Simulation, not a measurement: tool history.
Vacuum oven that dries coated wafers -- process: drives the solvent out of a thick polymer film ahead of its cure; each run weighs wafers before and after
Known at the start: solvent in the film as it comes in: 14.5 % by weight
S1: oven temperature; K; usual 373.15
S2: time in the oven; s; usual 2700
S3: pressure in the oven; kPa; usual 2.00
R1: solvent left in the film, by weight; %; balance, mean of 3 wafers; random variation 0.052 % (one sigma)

run     day      S1    S2    S3    R1
  1   0.000  373.15  2700  2.00  1.81
  2   1.875  373.15  2580  2.00  2.03
  3   4.062  373.15  2700  1.21  1.49
  4   6.700  373.15  1620  1.21  3.43
  5   8.679  373.15  2700  2.00  1.94
  6  10.875  373.15  2700  2.00  1.88
  7  13.500  373.15  2700  2.00  1.84
  8  16.317  359.15  2700  2.00  5.34
  9  18.325  373.15  2700  2.00  1.85
 10  19.488  373.15  2700  2.00  1.84
 11  21.842  373.15  2700  2.00  1.91
 12  23.796  373.15  2700  6.64  3.25
 13  26.446  373.15  2700  6.64  3.27
 14  28.525  373.15  2700  6.64  3.21
 15  31.125  373.15  2040  2.00  2.91
 16  33.346  373.15  2040  2.00  2.89
 17  34.892  373.15  2700  2.00  2.03
 18  37.646  373.15  2700  2.00  2.09
 19  39.075  373.15  2700  2.00  2.01
     39.729  -- oven's thermocouples calibrated
 20  40.638  373.15  2700  2.00  1.58
 21  42.200  373.15  2700  2.00  1.57
 22  44.108  373.15  2700  2.00  1.61
 23  46.517  373.15  2700  2.00  1.54
     46.708  -- vacuum gauge cleaned of residue and calibrated
 24  48.800  373.15  4200  1.80  0.89
 25  51.388  367.15  4680  1.46  1.22
 26  53.517  360.15  4680  3.72  3.23
 27  56.325  360.15  3480  3.61  4.22

Expected results for the next run?
 28  58.862  360.15  3480  3.61   ?

{"run 28": {"R1": 4.17}}
On a tool with no hidden condition, and with the same random variation, this run would have come out at R1 3.81 %.
